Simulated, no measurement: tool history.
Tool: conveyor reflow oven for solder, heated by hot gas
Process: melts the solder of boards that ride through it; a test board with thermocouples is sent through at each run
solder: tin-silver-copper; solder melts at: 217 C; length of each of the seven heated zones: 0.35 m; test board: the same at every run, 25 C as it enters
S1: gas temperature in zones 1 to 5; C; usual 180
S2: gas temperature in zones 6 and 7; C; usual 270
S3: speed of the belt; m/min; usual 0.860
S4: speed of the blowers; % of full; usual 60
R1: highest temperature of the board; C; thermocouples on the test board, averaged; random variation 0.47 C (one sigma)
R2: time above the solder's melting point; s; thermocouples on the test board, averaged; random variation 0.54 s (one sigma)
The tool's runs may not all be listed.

run,hour,S1,S2,S3,S4,R1,R2
1,0.0,180,270,0.860,60,246.5,33.5
2,26.0,180,267,0.860,60,244.5,31.8
3,40.0,180,267,0.860,60,245.0,32.1
4,61.7,180,270,0.860,60,246.8,33.5
5,75.0,180,270,0.860,60,246.0,33.4
6,96.7,180,260,0.860,60,238.8,27.6
7,118.8,180,260,0.874,60,237.4,26.1
8,138.2,180,270,0.987,60,239.3,23.8
9,163.2,180,270,0.860,60,244.9,33.1
10,175.0,180,270,0.866,60,244.8,32.1
11,201.4,175,270,0.860,60,244.1,30.7
12,220.7,175,270,0.860,60,243.6,30.6
13,233.9,175,270,0.860,60,243.7,30.1
# hour 243.1: belt drive overhauled, speed set with a stopwatch
14,250.1,180,270,1.012,60,236.6,21.2
15,271.7,180,270,0.860,51,240.3,28.5
16,289.8,170,280,0.917,53,242.3,24.5
17,309.5,183,281,0.860,60,253.0,38.2

The next listed run, before its measurement:
18,328.7,183,281,0.791,50,?,?

Run 18 gave R1 253.1 C, R2 39.4 s.
Without the tool's hidden state the same run would have given R1 255.8 C, R2 41.4 s.
